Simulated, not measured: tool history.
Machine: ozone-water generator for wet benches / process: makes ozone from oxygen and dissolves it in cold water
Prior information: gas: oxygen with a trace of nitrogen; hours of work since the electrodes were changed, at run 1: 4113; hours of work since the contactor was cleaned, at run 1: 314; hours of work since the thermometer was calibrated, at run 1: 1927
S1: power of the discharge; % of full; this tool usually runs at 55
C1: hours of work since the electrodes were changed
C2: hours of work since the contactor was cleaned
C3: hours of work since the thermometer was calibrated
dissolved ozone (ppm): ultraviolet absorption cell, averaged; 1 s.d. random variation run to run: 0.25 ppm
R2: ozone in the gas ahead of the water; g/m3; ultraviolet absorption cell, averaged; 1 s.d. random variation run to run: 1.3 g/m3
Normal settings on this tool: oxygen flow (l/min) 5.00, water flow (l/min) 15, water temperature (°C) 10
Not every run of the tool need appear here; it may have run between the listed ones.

Run 1, hour 0.0: usual settings; C1 4113; C2 314; C3 1927. Result: dissolved ozone (ppm) 28.7, R2 180.6 g/m3.
Run 2, hour 71.8: usual settings but S1 41 % of full; C1 4181; C2 382; C3 1994. Result: dissolved ozone (ppm) 25.3, R2 160.4 g/m3.
Run 3, hour 159.6: usual settings but water temperature (°C) 12; C1 4264; C2 465; C3 2077. Result: dissolved ozone (ppm) 27.4, R2 179.0 g/m3.
Run 4, hour 284.0: usual settings; C1 4381; C2 582; C3 2194. Result: dissolved ozone (ppm) 28.4, R2 178.1 g/m3.
Run 5, hour 339.6: usual settings but S1 60 % of full; C1 4433; C2 635; C3 2247. Result: dissolved ozone (ppm) 29.6, R2 184.8 g/m3.
Run 6, hour 414.1: usual settings but S1 60 % of full; C1 4504; C2 705; C3 2317. Result: dissolved ozone (ppm) 29.1, R2 184.5 g/m3.
Run 7, hour 477.7: usual settings but S1 60 % of full; C1 4564; C2 765; C3 2377. Result: dissolved ozone (ppm) 28.9, R2 183.3 g/m3.
At hour 488.3: contactor cleaned.
Run 8, hour 569.7: usual settings but S1 63 % of full, water flow (l/min) 16; C1 4647; C2 77; C3 2460. Result: dissolved ozone (ppm) 27.7, R2 186.7 g/m3.
Run 9, hour 695.6: usual settings but S1 63 % of full, water flow (l/min) 16; C1 4765; C2 196; C3 2579. Result: dissolved ozone (ppm) 27.5, R2 184.6 g/m3.

Estimate the outcome of run 10 from the log above:
Run 10, hour 768.1: usual settings but S1 77 % of full, oxygen flow (l/min) 2.91, water flow (l/min) 19, water temperature (°C) 7; C1 4834; C2 264; C3 2647. Result: dissolved ozone (ppm) ?, R2 ?.

Run 10 measured dissolved ozone (ppm) 25.7, R2 271.6 g/m3.
Had the tool carried no hidden state, the very same run would have given dissolved ozone (ppm) 37.6, R2 392.5 g/m3.

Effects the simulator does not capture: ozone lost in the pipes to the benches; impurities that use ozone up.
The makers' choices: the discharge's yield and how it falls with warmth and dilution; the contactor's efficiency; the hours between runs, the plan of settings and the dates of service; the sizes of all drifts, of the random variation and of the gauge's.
